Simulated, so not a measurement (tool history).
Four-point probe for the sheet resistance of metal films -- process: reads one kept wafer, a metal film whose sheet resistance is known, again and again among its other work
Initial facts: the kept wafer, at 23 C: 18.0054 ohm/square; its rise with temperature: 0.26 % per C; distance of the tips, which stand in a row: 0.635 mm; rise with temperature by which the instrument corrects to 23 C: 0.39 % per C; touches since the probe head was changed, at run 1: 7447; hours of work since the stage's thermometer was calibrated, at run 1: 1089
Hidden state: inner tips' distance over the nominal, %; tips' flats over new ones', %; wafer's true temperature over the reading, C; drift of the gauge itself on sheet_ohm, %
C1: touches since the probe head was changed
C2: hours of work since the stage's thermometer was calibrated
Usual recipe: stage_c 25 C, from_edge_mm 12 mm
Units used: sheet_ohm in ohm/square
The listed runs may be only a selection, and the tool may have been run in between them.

run 1 hour=0 | stage_c=25 from_edge_mm=12 | C1=7447 C2=1089 | sheet_ohm=17.924408
run 2 hour=18.5 | stage_c=25 from_edge_mm=12 | C1=7648 C2=1099 | sheet_ohm=17.925015
run 3 hour=30.4 | stage_c=22 from_edge_mm=12 | C1=7777 C2=1106 | sheet_ohm=18.01049
run 4 hour=39.2 | stage_c=25 from_edge_mm=12 | C1=7871 C2=1111 | sheet_ohm=17.924313
run 5 hour=60.2 | stage_c=25 from_edge_mm=12 | C1=8100 C2=1122 | sheet_ohm=17.92638
run 6 hour=71.2 | stage_c=25 from_edge_mm=12 | C1=8219 C2=1128 | sheet_ohm=17.918267
run 7 hour=84.4 | stage_c=25 from_edge_mm=12 | C1=8363 C2=1135 | sheet_ohm=17.926715
run 8 hour=101.1 | stage_c=25 from_edge_mm=68 | C1=8543 C2=1144 | sheet_ohm=17.903193
run 9 hour=114.4 | stage_c=25 from_edge_mm=68 | C1=8688 C2=1151 | sheet_ohm=17.901111
run 10 hour=131 | stage_c=25 from_edge_mm=13 | C1=8867 C2=1160 | sheet_ohm=17.918283
run 11 hour=147.3 | stage_c=25 from_edge_mm=13 | C1=9045 C2=1169 | sheet_ohm=17.920411
run 12 hour=164.9 | stage_c=25 from_edge_mm=12 | C1=9235 C2=1178 | sheet_ohm=17.930731
run 13 hour=185.7 | stage_c=25 from_edge_mm=12 | C1=9461 C2=1189 | sheet_ohm=17.92704
run 14 hour=194.6 | stage_c=25 from_edge_mm=12 | C1=9558 C2=1194 | sheet_ohm=17.925705
run 15 hour=206.5 | stage_c=25 from_edge_mm=12 | C1=9687 C2=1201 | sheet_ohm=17.927517
run 16 hour=217.4 | stage_c=25 from_edge_mm=12 | C1=9805 C2=1206 | sheet_ohm=17.927953
run 17 hour=236.1 | stage_c=25 from_edge_mm=4 | C1=10008 C2=1216 | sheet_ohm=18.146108
run 18 hour=252.5 | stage_c=25 from_edge_mm=12 | C1=10185 C2=1225 | sheet_ohm=17.928794
run 19 hour=271.2 | stage_c=25 from_edge_mm=12 | C1=10388 C2=1235 | sheet_ohm=17.929531
run 20 hour=291.7 | stage_c=25 from_edge_mm=12 | C1=10610 C2=1246 | sheet_ohm=17.925257
run 21 hour=304.3 | stage_c=25 from_edge_mm=12 | C1=10747 C2=1253 | sheet_ohm=17.927935
run 22 hour=321.4 | stage_c=25 from_edge_mm=21 | C1=10933 C2=1262 | sheet_ohm=17.909669
-- hour=323 stage's thermometer calibrated
run 23 hour=332.4 | stage_c=25 from_edge_mm=12 | C1=11046 C2=5 | sheet_ohm=17.924772
run 24 hour=352.3 | stage_c=25 from_edge_mm=12 | C1=11262 C2=16 | sheet_ohm=17.931104
run 25 hour=362.7 | stage_c=25 from_edge_mm=12 | C1=11375 C2=21 | sheet_ohm=17.926199
run 26 hour=373.8 | stage_c=25 from_edge_mm=12 | C1=11496 C2=27 | sheet_ohm=17.920856
run 27 hour=388 | stage_c=25 from_edge_mm=6 | C1=11650 C2=35 | sheet_ohm=18.010473
run 28 hour=407.5 | stage_c=19 from_edge_mm=15 | C1=11861 C2=45 | sheet_ohm=18.064509
run 29 hour=425 | stage_c=20 from_edge_mm=6 | C1=12051 C2=55 | sheet_ohm=18.134988
run 30 hour=434 | stage_c=20 from_edge_mm=6 | C1=12148 C2=60 | sheet_ohm=18.126626
-- hour=451.4 stage's thermometer calibrated, once more
run 31 hour=454.4 | stage_c=20 from_edge_mm=6 | C1=12364 C2=2 | sheet_ohm=18.146972
run 32 hour=470 | stage_c=20 from_edge_mm=6 | C1=12534 C2=10 | sheet_ohm=18.157008
run 33 hour=489 | stage_c=22 from_edge_mm=43 | C1=12739 C2=20 | sheet_ohm=17.997256
run 34 hour=504.6 | stage_c=32 from_edge_mm=59 | C1=12909 C2=29 | sheet_ohm=17.758341
run 35 hour=517 | stage_c=19 from_edge_mm=46 | C1=13043 C2=35 | sheet_ohm=18.062487
run 36 hour=535.7 | stage_c=18 from_edge_mm=8 | C1=13246 C2=45 | sheet_ohm=18.154071

Run 37, settings as shown, results not yet in. Your forecast:
run 37 hour=549 | stage_c=23 from_edge_mm=69 | C1=13390 C2=52 | sheet_ohm=?

{"run 37": {"sheet_ohm": 17.966138}}
The same run, on a tool lacking any hidden state, would have yielded sheet_ohm 18.004003 ohm/square.
